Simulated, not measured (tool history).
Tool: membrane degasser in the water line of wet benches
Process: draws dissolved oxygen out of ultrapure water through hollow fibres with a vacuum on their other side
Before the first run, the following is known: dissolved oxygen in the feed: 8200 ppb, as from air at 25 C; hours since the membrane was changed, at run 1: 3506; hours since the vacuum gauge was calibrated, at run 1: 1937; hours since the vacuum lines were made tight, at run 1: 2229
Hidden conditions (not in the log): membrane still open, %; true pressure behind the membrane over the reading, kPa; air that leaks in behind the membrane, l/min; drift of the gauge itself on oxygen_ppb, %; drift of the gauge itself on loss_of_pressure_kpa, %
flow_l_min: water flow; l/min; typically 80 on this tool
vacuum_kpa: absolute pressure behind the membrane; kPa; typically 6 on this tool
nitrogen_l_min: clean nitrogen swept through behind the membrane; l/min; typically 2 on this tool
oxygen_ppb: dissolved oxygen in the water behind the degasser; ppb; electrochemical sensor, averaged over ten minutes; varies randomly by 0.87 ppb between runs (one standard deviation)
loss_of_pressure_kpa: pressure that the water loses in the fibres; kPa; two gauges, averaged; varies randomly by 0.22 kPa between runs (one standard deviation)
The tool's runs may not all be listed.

run,hour,flow_l_min,vacuum_kpa,nitrogen_l_min,hours since the membrane was changed,hours since the vacuum gauge was calibrated,hours since the vacuum lines were made tight,oxygen_ppb,loss_of_pressure_kpa
1,0,80,6,2,3506,1937,2229,228.5,52.47
2,109.8,80,6,2,3616,2047,2338,228.1,52.44
3,223.4,80,6,1.73,3729,2161,2452,254.3,52.69
4,319.1,80,8.36,1.73,3825,2256,2548,453.7,52.31
5,445.6,80,8.36,1.73,3951,2383,2674,452.8,52.65
6,558.4,80,8.36,1.73,4064,2495,2787,448.8,52.69
7,728.4,87,6,2,4234,2665,2957,243.8,57.11
8,859.7,87,6,2,4366,2797,3088,244,57.41
9,945,87,6,2,4451,2882,3174,244.2,57.61
10,1032.9,87,6,2,4539,2970,3262,243.8,57.62
11,1192,80,6,2,4698,3129,3421,228.4,52.52
12,1345.6,80,6,2,4851,3283,3574,226.2,52.31
13,1460,80,6,2,4966,3397,3689,227.3,52.61
14,1596.8,123,6,2,5103,3534,3825,325.7,80.64
15,1696.3,80,6,2,5202,3633,3925,229.5,52.37
16,1838.9,80,6,2,5345,3776,4067,226.4,52.47
# hour 1943.2: vacuum gauge calibrated
17,2008.6,80,6,2,5514,65,4237,228.8,52.47
18,2176.2,80,6,2,5682,233,4404,227.1,53.01
19,2329.4,80,6,2,5835,386,4557,227.1,52.82
20,2472.8,80,6,2,5978,530,4701,230,52.91
21,2557.1,80,6,2,6062,614,4785,227.4,52.46
22,2691.9,80,14.68,3.49,6197,749,4920,552.6,52.56
23,2827,80,8.06,3.49,6332,884,5055,246.2,52.94
24,2943.9,64,8.06,3.49,6449,1001,5172,200.2,42.32
25,3026.6,54,6.48,0.83,6532,1083,5255,370.8,35.43
26,3191.2,54,6.48,0.83,6697,1248,5419,371.5,35.95
27,3335.4,80,7.69,2,6841,1392,5564,356,52.57
28,3483.4,80,7.69,2,6989,1540,5712,354.3,52.73
29,3621.7,71,6,3.02,7127,1678,5850,147.5,46.33
30,3721.3,71,6,3.02,7227,1778,5949,148.3,46.19
31,3890.2,80,7.46,0.96,7396,1947,6118,564.6,52.58
32,3966.1,80,7.46,0.96,7471,2023,6194,562.6,52.36

Branching from run 32: 3 alternative next runs. What would each branch give?
A,4099.4,97,6.79,0.96,7605,2156,6328,?,?
B,4099.4,92,7.46,3.7,7605,2156,6328,?,?
C,4099.4,88,7.46,0.96,7605,2156,6328,?,?

run,oxygen_ppb,loss_of_pressure_kpa
A,545.9,63.73
B,236.7,60.15
C,602.2,57.75
With the hidden condition removed and each run's random variation left untouched, the same runs would have given:
run,oxygen_ppb,loss_of_pressure_kpa
A,545.9,63.7
B,236.6,60.13
C,602.2,57.73
